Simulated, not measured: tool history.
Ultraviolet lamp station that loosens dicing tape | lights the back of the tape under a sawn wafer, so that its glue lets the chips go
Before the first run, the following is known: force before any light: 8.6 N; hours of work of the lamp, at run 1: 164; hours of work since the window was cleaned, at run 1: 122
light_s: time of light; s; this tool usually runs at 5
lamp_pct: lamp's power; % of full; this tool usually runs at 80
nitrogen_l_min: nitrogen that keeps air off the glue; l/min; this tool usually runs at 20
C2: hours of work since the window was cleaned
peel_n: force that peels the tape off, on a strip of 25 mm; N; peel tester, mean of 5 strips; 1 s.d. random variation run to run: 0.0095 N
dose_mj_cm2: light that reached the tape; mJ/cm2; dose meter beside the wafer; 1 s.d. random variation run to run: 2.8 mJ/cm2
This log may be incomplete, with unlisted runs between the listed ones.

{"run": 1, "hour": 0.0, "light_s": 5, "lamp_pct": 80, "nitrogen_l_min": 20, "hours of work of the lamp": 164, "C2": 122, "peel_n": 0.577, "dose_mj_cm2": 340}
{"run": 2, "hour": 7.4, "light_s": 5, "lamp_pct": 80, "nitrogen_l_min": 20, "hours of work of the lamp": 169, "C2": 127, "peel_n": 0.577, "dose_mj_cm2": 341}
{"run": 3, "hour": 15.6, "light_s": 5, "lamp_pct": 80, "nitrogen_l_min": 20, "hours of work of the lamp": 174, "C2": 132, "peel_n": 0.583, "dose_mj_cm2": 341}
{"run": 4, "hour": 20.3, "light_s": 5, "lamp_pct": 80, "nitrogen_l_min": 20, "hours of work of the lamp": 177, "C2": 134, "peel_n": 0.608, "dose_mj_cm2": 342}
{"run": 5, "hour": 28.0, "light_s": 5, "lamp_pct": 80, "nitrogen_l_min": 20, "hours of work of the lamp": 181, "C2": 139, "peel_n": 0.582, "dose_mj_cm2": 339}
{"run": 6, "hour": 34.1, "light_s": 5, "lamp_pct": 80, "nitrogen_l_min": 8, "hours of work of the lamp": 185, "C2": 143, "peel_n": 1.311, "dose_mj_cm2": 331}
{"run": 7, "hour": 40.6, "light_s": 5, "lamp_pct": 80, "nitrogen_l_min": 8, "hours of work of the lamp": 189, "C2": 147, "peel_n": 1.318, "dose_mj_cm2": 336}
{"run": 8, "hour": 47.7, "light_s": 5, "lamp_pct": 80, "nitrogen_l_min": 8, "hours of work of the lamp": 193, "C2": 151, "peel_n": 1.297, "dose_mj_cm2": 335}
{"run": 9, "hour": 52.3, "light_s": 5, "lamp_pct": 80, "nitrogen_l_min": 20, "hours of work of the lamp": 196, "C2": 154, "peel_n": 0.601, "dose_mj_cm2": 331}
{"run": 10, "hour": 59.3, "light_s": 5, "lamp_pct": 80, "nitrogen_l_min": 20, "hours of work of the lamp": 201, "C2": 158, "peel_n": 0.631, "dose_mj_cm2": 328}
{"run": 11, "hour": 65.6, "light_s": 5, "lamp_pct": 80, "nitrogen_l_min": 20, "hours of work of the lamp": 204, "C2": 162, "peel_n": 0.609, "dose_mj_cm2": 328}
{"run": 12, "hour": 72.0, "light_s": 5, "lamp_pct": 80, "nitrogen_l_min": 20, "hours of work of the lamp": 208, "C2": 166, "peel_n": 0.618, "dose_mj_cm2": 327}
{"run": 13, "hour": 79.3, "light_s": 5, "lamp_pct": 80, "nitrogen_l_min": 20, "hours of work of the lamp": 213, "C2": 171, "peel_n": 0.661, "dose_mj_cm2": 326}
{"run": 14, "hour": 85.9, "light_s": 5, "lamp_pct": 80, "nitrogen_l_min": 20, "hours of work of the lamp": 217, "C2": 175, "peel_n": 0.645, "dose_mj_cm2": 326}
{"run": 15, "hour": 93.1, "light_s": 5, "lamp_pct": 80, "nitrogen_l_min": 20, "hours of work of the lamp": 221, "C2": 179, "peel_n": 0.631, "dose_mj_cm2": 322}
{"run": 16, "hour": 100.0, "light_s": 5, "lamp_pct": 80, "nitrogen_l_min": 20, "hours of work of the lamp": 225, "C2": 183, "peel_n": 0.643, "dose_mj_cm2": 320}
{"run": 17, "hour": 105.4, "light_s": 5, "lamp_pct": 80, "nitrogen_l_min": 20, "hours of work of the lamp": 229, "C2": 187, "peel_n": 0.65, "dose_mj_cm2": 319}
{"run": 18, "hour": 110.2, "light_s": 5, "lamp_pct": 80, "nitrogen_l_min": 20, "hours of work of the lamp": 232, "C2": 190, "peel_n": 0.657, "dose_mj_cm2": 323}
{"run": 19, "hour": 116.2, "light_s": 5, "lamp_pct": 80, "nitrogen_l_min": 30, "hours of work of the lamp": 235, "C2": 193, "peel_n": 0.485, "dose_mj_cm2": 317}
{"run": 20, "hour": 125.1, "light_s": 5, "lamp_pct": 80, "nitrogen_l_min": 30, "hours of work of the lamp": 241, "C2": 199, "peel_n": 0.484, "dose_mj_cm2": 317}
{"run": 21, "hour": 130.2, "light_s": 5, "lamp_pct": 80, "nitrogen_l_min": 20, "hours of work of the lamp": 244, "C2": 202, "peel_n": 0.668, "dose_mj_cm2": 320}
{"run": 22, "hour": 134.0, "light_s": 5, "lamp_pct": 80, "nitrogen_l_min": 20, "hours of work of the lamp": 246, "C2": 204, "peel_n": 0.665, "dose_mj_cm2": 314}
{"run": 23, "hour": 140.2, "light_s": 2, "lamp_pct": 73, "nitrogen_l_min": 20, "hours of work of the lamp": 250, "C2": 208, "peel_n": 3.243, "dose_mj_cm2": 116}
{"run": 24, "hour": 144.4, "light_s": 5, "lamp_pct": 71, "nitrogen_l_min": 14, "hours of work of the lamp": 253, "C2": 211, "peel_n": 1.181, "dose_mj_cm2": 275}
{"hour": 145.6, "done": "window cleaned of glue's vapour"}
{"run": 25, "hour": 152.2, "light_s": 4, "lamp_pct": 75, "nitrogen_l_min": 9, "hours of work of the lamp": 257, "C2": 4, "peel_n": 2.126, "dose_mj_cm2": 227}
{"run": 26, "hour": 158.3, "light_s": 5, "lamp_pct": 79, "nitrogen_l_min": 28, "hours of work of the lamp": 261, "C2": 8, "peel_n": 0.571, "dose_mj_cm2": 299}
{"run": 27, "hour": 166.3, "light_s": 6, "lamp_pct": 68, "nitrogen_l_min": 36, "hours of work of the lamp": 266, "C2": 13, "peel_n": 0.454, "dose_mj_cm2": 311}
{"run": 28, "hour": 172.5, "light_s": 6, "lamp_pct": 68, "nitrogen_l_min": 25, "hours of work of the lamp": 270, "C2": 16, "peel_n": 0.571, "dose_mj_cm2": 311}
{"run": 29, "hour": 177.1, "light_s": 5, "lamp_pct": 83, "nitrogen_l_min": 9, "hours of work of the lamp": 272, "C2": 19, "peel_n": 1.324, "dose_mj_cm2": 314}
{"hour": 178.2, "done": "window cleaned of glue's vapour, once more"}
{"run": 30, "hour": 183.5, "light_s": 5, "lamp_pct": 62, "nitrogen_l_min": 25, "hours of work of the lamp": 276, "C2": 3, "peel_n": 0.821, "dose_mj_cm2": 257}
{"run": 31, "hour": 189.3, "light_s": 5, "lamp_pct": 62, "nitrogen_l_min": 25, "hours of work of the lamp": 280, "C2": 7, "peel_n": 0.848, "dose_mj_cm2": 259}
{"run": 32, "hour": 194.8, "light_s": 5, "lamp_pct": 62, "nitrogen_l_min": 25, "hours of work of the lamp": 283, "C2": 10, "peel_n": 0.883, "dose_mj_cm2": 251}
{"run": 33, "hour": 202.2, "light_s": 5, "lamp_pct": 62, "nitrogen_l_min": 25, "hours of work of the lamp": 287, "C2": 15, "peel_n": 0.877, "dose_mj_cm2": 253}
{"run": 34, "hour": 207.2, "light_s": 3, "lamp_pct": 64, "nitrogen_l_min": 14, "hours of work of the lamp": 291, "C2": 18, "peel_n": 2.674, "dose_mj_cm2": 156}
{"run": 35, "hour": 213.6, "light_s": 6, "lamp_pct": 80, "nitrogen_l_min": 28, "hours of work of the lamp": 294, "C2": 22, "peel_n": 0.357, "dose_mj_cm2": 389}
{"run": 36, "hour": 221.4, "light_s": 6, "lamp_pct": 80, "nitrogen_l_min": 28, "hours of work of the lamp": 299, "C2": 26, "peel_n": 0.323, "dose_mj_cm2": 394}
{"run": 37, "hour": 226.2, "light_s": 6, "lamp_pct": 80, "nitrogen_l_min": 28, "hours of work of the lamp": 302, "C2": 29, "peel_n": 0.358, "dose_mj_cm2": 388}
{"run": 38, "hour": 232.1, "light_s": 5, "lamp_pct": 80, "nitrogen_l_min": 19, "hours of work of the lamp": 306, "C2": 33, "peel_n": 0.671, "dose_mj_cm2": 321}
{"run": 39, "hour": 237.8, "light_s": 3, "lamp_pct": 76, "nitrogen_l_min": 13, "hours of work of the lamp": 309, "C2": 37, "peel_n": 2.369, "dose_mj_cm2": 184}
{"run": 40, "hour": 242.3, "light_s": 9, "lamp_pct": 70, "nitrogen_l_min": 13, "hours of work of the lamp": 312, "C2": 39, "peel_n": 0.379, "dose_mj_cm2": 504}
{"run": 41, "hour": 248.6, "light_s": 4, "lamp_pct": 99, "nitrogen_l_min": 7, "hours of work of the lamp": 316, "C2": 43, "peel_n": 1.593, "dose_mj_cm2": 321}

5 ways to go on from here, each from the tool as it stands after run 41. What would each give?
{"run": "A", "hour": 255.5, "light_s": 6, "lamp_pct": 89, "nitrogen_l_min": 12, "hours of work of the lamp": 320, "C2": 47, "peel_n": "?", "dose_mj_cm2": "?"}
{"run": "B", "hour": 255.5, "light_s": 4, "lamp_pct": 68, "nitrogen_l_min": 7, "hours of work of the lamp": 320, "C2": 47, "peel_n": "?", "dose_mj_cm2": "?"}
{"run": "C", "hour": 255.5, "light_s": 8, "lamp_pct": 92, "nitrogen_l_min": 14, "hours of work of the lamp": 320, "C2": 47, "peel_n": "?", "dose_mj_cm2": "?"}
{"run": "D", "hour": 255.5, "light_s": 4, "lamp_pct": 86, "nitrogen_l_min": 16, "hours of work of the lamp": 320, "C2": 47, "peel_n": "?", "dose_mj_cm2": "?"}
{"run": "E", "hour": 255.5, "light_s": 4, "lamp_pct": 80, "nitrogen_l_min": 6, "hours of work of the lamp": 320, "C2": 47, "peel_n": "?", "dose_mj_cm2": "?"}

run=A peel_n=0.605 dose_mj_cm2=423
run=B peel_n=2.564 dose_mj_cm2=214
run=C peel_n=0.275 dose_mj_cm2=589
run=D peel_n=1.115 dose_mj_cm2=272
run=E peel_n=2.319 dose_mj_cm2=258
The same runs, with their run-to-run variation unchanged, on a tool lacking any hidden condition would have given:
run=A peel_n=0.367 dose_mj_cm2=541
run=B peel_n=1.872 dose_mj_cm2=275
run=C peel_n=0.206 dose_mj_cm2=753
run=D peel_n=0.687 dose_mj_cm2=349
run=E peel_n=1.648 dose_mj_cm2=329
